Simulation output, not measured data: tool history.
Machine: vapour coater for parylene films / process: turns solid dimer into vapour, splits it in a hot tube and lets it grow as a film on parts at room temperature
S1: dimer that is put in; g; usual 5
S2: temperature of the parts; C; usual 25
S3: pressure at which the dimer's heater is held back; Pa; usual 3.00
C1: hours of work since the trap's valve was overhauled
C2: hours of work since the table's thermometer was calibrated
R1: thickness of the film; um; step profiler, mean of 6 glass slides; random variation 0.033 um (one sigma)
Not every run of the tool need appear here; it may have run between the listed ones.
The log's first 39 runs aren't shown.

run,hour,S1,S2,S3,C1,C2,R1
40,1234.9,5,27,2.16,184,654,3.23
41,1257.7,5,27,2.16,193,664,3.16
42,1289.8,5,27,2.16,207,677,3.15
43,1330.0,5,27,2.16,223,694,3.17
44,1348.5,5,22,2.16,231,702,3.66
45,1388.9,5,22,2.16,248,718,3.66
46,1424.9,5,22,2.16,263,733,3.66
# hour 1451.9: trap's valve overhauled
47,1466.2,5,22,2.16,6,749,3.69

Below are 4 alternative next runs, each starting from the tool's condition after run 47. Predict each:
A,1507.2,5,24,2.16,23,766,?
B,1507.2,8,34,9.09,23,766,?
C,1507.2,5,36,3.87,23,766,?
D,1507.2,4,25,4.06,23,766,?

run,R1
A,3.55
B,3.45
C,2.27
D,2.47
Stripped of hidden state, with their random variation kept, the same runs would have yielded:
run,R1
A,3.54
B,3.45
C,2.27
D,2.47
